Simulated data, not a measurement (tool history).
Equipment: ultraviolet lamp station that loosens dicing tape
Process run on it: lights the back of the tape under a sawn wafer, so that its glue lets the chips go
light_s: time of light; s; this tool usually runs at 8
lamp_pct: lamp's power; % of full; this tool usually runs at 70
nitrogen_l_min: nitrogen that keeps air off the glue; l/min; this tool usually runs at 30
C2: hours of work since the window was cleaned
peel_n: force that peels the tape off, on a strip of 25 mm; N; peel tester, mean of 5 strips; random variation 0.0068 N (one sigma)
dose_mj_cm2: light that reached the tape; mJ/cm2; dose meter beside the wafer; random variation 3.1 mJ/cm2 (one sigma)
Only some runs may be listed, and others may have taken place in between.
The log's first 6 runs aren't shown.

run 7 day=4.029 | light_s=8 lamp_pct=70 nitrogen_l_min=30 | hours_of_work_of_the_lamp=409 C2=340 | peel_n=0.219 dose_mj_cm2=465
run 8 day=4.671 | light_s=8 lamp_pct=70 nitrogen_l_min=30 | hours_of_work_of_the_lamp=416 C2=347 | peel_n=0.231 dose_mj_cm2=463
run 9 day=5.450 | light_s=8 lamp_pct=79 nitrogen_l_min=30 | hours_of_work_of_the_lamp=426 C2=357 | peel_n=0.167 dose_mj_cm2=533
run 10 day=6.242 | light_s=8 lamp_pct=79 nitrogen_l_min=30 | hours_of_work_of_the_lamp=435 C2=366 | peel_n=0.162 dose_mj_cm2=530
run 11 day=7.017 | light_s=8 lamp_pct=79 nitrogen_l_min=30 | hours_of_work_of_the_lamp=444 C2=375 | peel_n=0.165 dose_mj_cm2=529
run 12 day=7.596 | light_s=8 lamp_pct=70 nitrogen_l_min=37 | hours_of_work_of_the_lamp=451 C2=382 | peel_n=0.180 dose_mj_cm2=468
run 13 day=8.342 | light_s=8 lamp_pct=70 nitrogen_l_min=37 | hours_of_work_of_the_lamp=460 C2=391 | peel_n=0.200 dose_mj_cm2=473
run 14 day=9.025 | light_s=8 lamp_pct=70 nitrogen_l_min=37 | hours_of_work_of_the_lamp=468 C2=399 | peel_n=0.197 dose_mj_cm2=471
run 15 day=9.629 | light_s=8 lamp_pct=70 nitrogen_l_min=37 | hours_of_work_of_the_lamp=475 C2=406 | peel_n=0.186 dose_mj_cm2=465
run 16 day=10.342 | light_s=8 lamp_pct=70 nitrogen_l_min=37 | hours_of_work_of_the_lamp=484 C2=414 | peel_n=0.183 dose_mj_cm2=468
run 17 day=11.042 | light_s=8 lamp_pct=64 nitrogen_l_min=30 | hours_of_work_of_the_lamp=492 C2=423 | peel_n=0.296 dose_mj_cm2=428
run 18 day=11.621 | light_s=10 lamp_pct=97 nitrogen_l_min=56 | hours_of_work_of_the_lamp=499 C2=430 | peel_n=0.072 dose_mj_cm2=812
run 19 day=12.212 | light_s=15 lamp_pct=77 nitrogen_l_min=16 | hours_of_work_of_the_lamp=506 C2=437 | peel_n=0.085 dose_mj_cm2=970
run 20 day=12.833 | light_s=5 lamp_pct=97 nitrogen_l_min=11 | hours_of_work_of_the_lamp=513 C2=444 | peel_n=0.869 dose_mj_cm2=406
run 21 day=13.538 | light_s=9 lamp_pct=97 nitrogen_l_min=30 | hours_of_work_of_the_lamp=521 C2=452 | peel_n=0.100 dose_mj_cm2=732
run 22 day=14.050 | light_s=9 lamp_pct=97 nitrogen_l_min=30 | hours_of_work_of_the_lamp=527 C2=458 | peel_n=0.093 dose_mj_cm2=731
run 23 day=14.733 | light_s=9 lamp_pct=97 nitrogen_l_min=30 | hours_of_work_of_the_lamp=535 C2=466 | peel_n=0.089 dose_mj_cm2=730
run 24 day=15.171 | light_s=8 lamp_pct=77 nitrogen_l_min=30 | hours_of_work_of_the_lamp=541 C2=472 | peel_n=0.174 dose_mj_cm2=512
run 25 day=15.996 | light_s=8 lamp_pct=77 nitrogen_l_min=30 | hours_of_work_of_the_lamp=550 C2=481 | peel_n=0.186 dose_mj_cm2=515
run 26 day=16.646 | light_s=7 lamp_pct=72 nitrogen_l_min=30 | hours_of_work_of_the_lamp=558 C2=489 | peel_n=0.306 dose_mj_cm2=419
-- day=16.942 window cleaned of glue's vapour
run 27 day=17.188 | light_s=15 lamp_pct=74 nitrogen_l_min=30 | hours_of_work_of_the_lamp=564 C2=3 | peel_n=0.072 dose_mj_cm2=921
run 28 day=17.742 | light_s=8 lamp_pct=74 nitrogen_l_min=14 | hours_of_work_of_the_lamp=571 C2=9 | peel_n=0.427 dose_mj_cm2=497
run 29 day=18.429 | light_s=12 lamp_pct=94 nitrogen_l_min=14 | hours_of_work_of_the_lamp=579 C2=18 | peel_n=0.097 dose_mj_cm2=943
run 30 day=19.217 | light_s=8 lamp_pct=70 nitrogen_l_min=30 | hours_of_work_of_the_lamp=588 C2=27 | peel_n=0.220 dose_mj_cm2=473

Predict each of these 4 candidate next runs independently; none follows another, all start after run 30:
run A day=19.771 | light_s=8 lamp_pct=83 nitrogen_l_min=18 | hours_of_work_of_the_lamp=595 C2=34 | peel_n=? dose_mj_cm2=?
run B day=19.771 | light_s=8 lamp_pct=68 nitrogen_l_min=30 | hours_of_work_of_the_lamp=595 C2=34 | peel_n=? dose_mj_cm2=?
run C day=19.771 | light_s=8 lamp_pct=73 nitrogen_l_min=17 | hours_of_work_of_the_lamp=595 C2=34 | peel_n=? dose_mj_cm2=?
run D day=19.771 | light_s=6 lamp_pct=70 nitrogen_l_min=10 | hours_of_work_of_the_lamp=595 C2=34 | peel_n=? dose_mj_cm2=?

run=A peel_n=0.249 dose_mj_cm2=559
run=B peel_n=0.243 dose_mj_cm2=453
run=C peel_n=0.379 dose_mj_cm2=486
run=D peel_n=1.154 dose_mj_cm2=353
Had the tool no hidden state, the same runs would have come out as:
run=A peel_n=0.247 dose_mj_cm2=561
run=B peel_n=0.241 dose_mj_cm2=454
run=C peel_n=0.377 dose_mj_cm2=487
run=D peel_n=1.149 dose_mj_cm2=354
